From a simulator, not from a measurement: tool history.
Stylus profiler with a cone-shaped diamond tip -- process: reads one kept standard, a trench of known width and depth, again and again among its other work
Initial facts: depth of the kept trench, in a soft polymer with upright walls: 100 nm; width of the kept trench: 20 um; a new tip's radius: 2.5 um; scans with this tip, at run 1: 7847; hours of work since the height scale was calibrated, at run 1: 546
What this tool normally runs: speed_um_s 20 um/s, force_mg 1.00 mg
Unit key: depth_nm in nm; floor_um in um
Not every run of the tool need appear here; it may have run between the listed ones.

| run | day | speed_um_s | force_mg | scans with this tip | hours of work since the height scale was calibrated | depth_nm | floor_um |
|---|---|---|---|---|---|---|---|
| 1 | 0.000 | 20 | 1.00 | 7847 | 546 | 100.599 | 18.47 |
| 2 | 1.312 | 11 | 1.00 | 8117 | 564 | 100.612 | 18.52 |
| 3 | 2.850 | 20 | 1.90 | 8432 | 586 | 100.971 | 18.49 |
| 4 | 4.358 | 26 | 1.00 | 8742 | 608 | 100.618 | 18.43 |
| 5 | 5.621 | 26 | 1.00 | 9002 | 626 | 100.635 | 18.37 |
| 6 | 7.479 | 20 | 1.00 | 9384 | 652 | 100.609 | 18.40 |
| 7 | 9.767 | 20 | 1.00 | 9853 | 685 | 100.631 | 18.49 |
| 8 | 10.896 | 20 | 1.00 | 10085 | 701 | 100.623 | 18.46 |
| 9 | 11.908 | 20 | 1.00 | 10293 | 716 | 100.604 | 18.46 |
| 10 | 13.262 | 32 | 2.54 | 10571 | 735 | 101.152 | 18.45 |
| 11 | 14.817 | 20 | 0.81 | 10890 | 757 | 100.540 | 18.45 |
| 12 | 16.283 | 15 | 1.74 | 11192 | 778 | 100.907 | 18.50 |
| 13 | 17.783 | 9 | 0.50 | 11500 | 800 | 100.397 | 18.60 |
| 14 | 19.975 | 8 | 0.77 | 11950 | 831 | 100.516 | 18.53 |
| 15 | 21.183 | 25 | 1.17 | 12197 | 848 | 100.698 | 18.46 |
| 16 | 22.967 | 5 | 2.05 | 12564 | 874 | 101.004 | 18.57 |
| 17 | 24.067 | 8 | 2.94 | 12790 | 889 | 101.272 | 18.56 |
|  | 25.954 | height scale calibrated on a step standard |
| 18 | 26.154 | 29 | 2.19 | 13214 | 3 | 101.060 | 18.46 |

What if the next run were any one of these 4? Each begins from the tool's condition after run 18:
| A | 27.654 | 20 | 0.46 | 13522 | 24 | ? | ? |
| B | 27.654 | 29 | 1.37 | 13522 | 24 | ? | ? |
| C | 27.654 | 25 | 0.55 | 13522 | 24 | ? | ? |
| D | 27.654 | 35 | 2.40 | 13522 | 24 | ? | ? |

| run | depth_nm | floor_um |
|---|---|---|
| A | 100.377 | 18.42 |
| B | 100.768 | 18.42 |
| C | 100.409 | 18.36 |
| D | 101.133 | 18.43 |
The same runs, with their run-to-run variation unchanged, on a tool lacking any hidden condition would have given:
| run | depth_nm | floor_um |
|---|---|---|
| A | 100.378 | 18.43 |
| B | 100.769 | 18.43 |
| C | 100.410 | 18.37 |
| D | 101.134 | 18.44 |

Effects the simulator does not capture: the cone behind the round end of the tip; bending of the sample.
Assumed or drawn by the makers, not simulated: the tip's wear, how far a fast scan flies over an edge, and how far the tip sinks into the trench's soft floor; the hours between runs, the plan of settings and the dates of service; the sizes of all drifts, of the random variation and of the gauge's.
